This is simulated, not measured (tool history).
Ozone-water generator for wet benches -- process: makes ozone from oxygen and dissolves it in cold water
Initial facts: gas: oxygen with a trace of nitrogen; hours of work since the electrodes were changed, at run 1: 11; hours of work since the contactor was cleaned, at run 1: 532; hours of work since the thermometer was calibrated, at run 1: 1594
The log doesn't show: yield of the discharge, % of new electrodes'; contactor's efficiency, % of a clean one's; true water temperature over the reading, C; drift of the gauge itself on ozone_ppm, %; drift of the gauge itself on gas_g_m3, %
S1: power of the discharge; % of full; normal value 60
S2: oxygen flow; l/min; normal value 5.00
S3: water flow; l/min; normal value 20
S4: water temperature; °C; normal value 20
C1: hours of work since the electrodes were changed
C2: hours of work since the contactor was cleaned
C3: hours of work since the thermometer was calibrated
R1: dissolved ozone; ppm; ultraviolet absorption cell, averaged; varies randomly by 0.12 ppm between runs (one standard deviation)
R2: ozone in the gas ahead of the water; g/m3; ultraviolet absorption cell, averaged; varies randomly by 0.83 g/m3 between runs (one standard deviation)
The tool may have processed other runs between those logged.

{"run": 1, "hour": 0.0, "S1": 60, "S2": 5.0, "S3": 20, "S4": 20, "C1": 11, "C2": 532, "C3": 1594, "R1": 10.6, "R2": 134.5}
{"run": 2, "hour": 25.4, "S1": 60, "S2": 4.72, "S3": 20, "S4": 20, "C1": 33, "C2": 554, "C3": 1616, "R1": 10.5, "R2": 139.6}
{"run": 3, "hour": 52.5, "S1": 60, "S2": 5.0, "S3": 20, "S4": 25, "C1": 57, "C2": 577, "C3": 1639, "R1": 9.9, "R2": 133.1}
{"run": 4, "hour": 78.8, "S1": 60, "S2": 5.0, "S3": 20, "S4": 25, "C1": 79, "C2": 600, "C3": 1662, "R1": 9.8, "R2": 133.1}
{"run": 5, "hour": 94.9, "S1": 60, "S2": 5.0, "S3": 20, "S4": 25, "C1": 93, "C2": 614, "C3": 1676, "R1": 9.9, "R2": 133.4}
{"run": 6, "hour": 124.2, "S1": 60, "S2": 5.0, "S3": 20, "S4": 25, "C1": 118, "C2": 639, "C3": 1701, "R1": 10.0, "R2": 134.0}
{"run": 7, "hour": 154.9, "S1": 60, "S2": 5.0, "S3": 20, "S4": 20, "C1": 145, "C2": 665, "C3": 1728, "R1": 10.8, "R2": 133.0}
{"run": 8, "hour": 187.4, "S1": 60, "S2": 5.0, "S3": 20, "S4": 20, "C1": 173, "C2": 693, "C3": 1756, "R1": 10.8, "R2": 133.4}
{"run": 9, "hour": 207.2, "S1": 60, "S2": 7.1, "S3": 20, "S4": 20, "C1": 190, "C2": 710, "C3": 1773, "R1": 10.6, "R2": 110.9}
{"run": 10, "hour": 236.9, "S1": 60, "S2": 7.1, "S3": 20, "S4": 20, "C1": 216, "C2": 736, "C3": 1798, "R1": 10.5, "R2": 110.8}
{"run": 11, "hour": 253.6, "S1": 60, "S2": 7.1, "S3": 20, "S4": 20, "C1": 230, "C2": 750, "C3": 1813, "R1": 10.4, "R2": 110.9}
{"run": 12, "hour": 272.1, "S1": 60, "S2": 7.1, "S3": 20, "S4": 20, "C1": 246, "C2": 766, "C3": 1829, "R1": 10.4, "R2": 110.3}
{"run": 13, "hour": 291.2, "S1": 60, "S2": 5.0, "S3": 16, "S4": 20, "C1": 262, "C2": 783, "C3": 1845, "R1": 12.5, "R2": 132.8}
{"run": 14, "hour": 324.5, "S1": 60, "S2": 5.0, "S3": 16, "S4": 20, "C1": 291, "C2": 812, "C3": 1874, "R1": 12.4, "R2": 134.7}
{"run": 15, "hour": 348.9, "S1": 60, "S2": 5.0, "S3": 16, "S4": 20, "C1": 312, "C2": 833, "C3": 1895, "R1": 12.3, "R2": 133.1}
{"run": 16, "hour": 369.2, "S1": 68, "S2": 5.0, "S3": 20, "S4": 20, "C1": 330, "C2": 850, "C3": 1913, "R1": 11.8, "R2": 148.8}
{"run": 17, "hour": 398.2, "S1": 68, "S2": 5.0, "S3": 20, "S4": 20, "C1": 355, "C2": 875, "C3": 1938, "R1": 12.0, "R2": 150.8}
{"run": 18, "hour": 417.5, "S1": 68, "S2": 2.9, "S3": 26, "S4": 21, "C1": 371, "C2": 892, "C3": 1954, "R1": 9.0, "R2": 199.5}
{"run": 19, "hour": 449.0, "S1": 68, "S2": 2.9, "S3": 26, "S4": 21, "C1": 399, "C2": 919, "C3": 1981, "R1": 9.0, "R2": 200.9}
{"run": 20, "hour": 479.8, "S1": 68, "S2": 2.9, "S3": 26, "S4": 21, "C1": 425, "C2": 946, "C3": 2008, "R1": 8.9, "R2": 203.2}
{"run": 21, "hour": 501.1, "S1": 68, "S2": 2.9, "S3": 26, "S4": 21, "C1": 444, "C2": 964, "C3": 2026, "R1": 8.8, "R2": 200.4}
{"run": 22, "hour": 522.1, "S1": 60, "S2": 5.0, "S3": 16, "S4": 18, "C1": 462, "C2": 982, "C3": 2044, "R1": 13.0, "R2": 133.2}
{"run": 23, "hour": 553.0, "S1": 83, "S2": 4.06, "S3": 20, "S4": 25, "C1": 488, "C2": 1009, "C3": 2071, "R1": 13.3, "R2": 202.0}
{"run": 24, "hour": 574.2, "S1": 65, "S2": 5.95, "S3": 21, "S4": 20, "C1": 507, "C2": 1027, "C3": 2089, "R1": 11.1, "R2": 132.4}
{"run": 25, "hour": 607.2, "S1": 65, "S2": 5.95, "S3": 21, "S4": 20, "C1": 535, "C2": 1056, "C3": 2118, "R1": 11.2, "R2": 132.8}
{"run": 26, "hour": 631.5, "S1": 42, "S2": 8.47, "S3": 26, "S4": 20, "C1": 556, "C2": 1076, "C3": 2139, "R1": 6.1, "R2": 71.7}
{"run": 27, "hour": 657.4, "S1": 42, "S2": 8.47, "S3": 13, "S4": 20, "C1": 578, "C2": 1099, "C3": 2161, "R1": 9.6, "R2": 71.0}
{"run": 28, "hour": 680.7, "S1": 42, "S2": 8.47, "S3": 13, "S4": 20, "C1": 599, "C2": 1119, "C3": 2181, "R1": 9.5, "R2": 72.3}
{"run": 29, "hour": 702.9, "S1": 60, "S2": 5.0, "S3": 20, "S4": 13, "C1": 618, "C2": 1138, "C3": 2200, "R1": 11.6, "R2": 132.8}
{"run": 30, "hour": 729.7, "S1": 45, "S2": 5.0, "S3": 20, "S4": 20, "C1": 641, "C2": 1161, "C3": 2223, "R1": 8.2, "R2": 101.0}
{"run": 31, "hour": 757.9, "S1": 60, "S2": 2.54, "S3": 28, "S4": 14, "C1": 665, "C2": 1186, "C3": 2248, "R1": 7.4, "R2": 192.9}
{"run": 32, "hour": 780.4, "S1": 60, "S2": 2.54, "S3": 28, "S4": 14, "C1": 685, "C2": 1205, "C3": 2267, "R1": 7.7, "R2": 192.2}

5 options for the next run, each taken on its own from the tool as it stands now. Forecast them:
{"run": "A", "hour": 795.8, "S1": 45, "S2": 5.0, "S3": 17, "S4": 19, "C1": 698, "C2": 1218, "C3": 2280, "R1": "?", "R2": "?"}
{"run": "B", "hour": 795.8, "S1": 64, "S2": 5.0, "S3": 21, "S4": 12, "C1": 698, "C2": 1218, "C3": 2280, "R1": "?", "R2": "?"}
{"run": "C", "hour": 795.8, "S1": 76, "S2": 5.0, "S3": 14, "S4": 22, "C1": 698, "C2": 1218, "C3": 2280, "R1": "?", "R2": "?"}
{"run": "D", "hour": 795.8, "S1": 58, "S2": 2.54, "S3": 18, "S4": 14, "C1": 698, "C2": 1218, "C3": 2280, "R1": "?", "R2": "?"}
{"run": "E", "hour": 795.8, "S1": 60, "S2": 3.77, "S3": 24, "S4": 20, "C1": 698, "C2": 1218, "C3": 2280, "R1": "?", "R2": "?"}

run=A R1=9.5 R2=100.8
run=B R1=12.1 R2=141.5
run=C R1=16.9 R2=165.5
run=D R1=11.4 R2=187.0
run=E R1=9.0 R2=156.4
With the hidden condition removed and each run's random variation left untouched, the same runs would have given:
run=A R1=9.5 R2=100.8
run=B R1=12.1 R2=141.5
run=C R1=16.9 R2=165.5
run=D R1=11.4 R2=187.0
run=E R1=9.0 R2=156.5

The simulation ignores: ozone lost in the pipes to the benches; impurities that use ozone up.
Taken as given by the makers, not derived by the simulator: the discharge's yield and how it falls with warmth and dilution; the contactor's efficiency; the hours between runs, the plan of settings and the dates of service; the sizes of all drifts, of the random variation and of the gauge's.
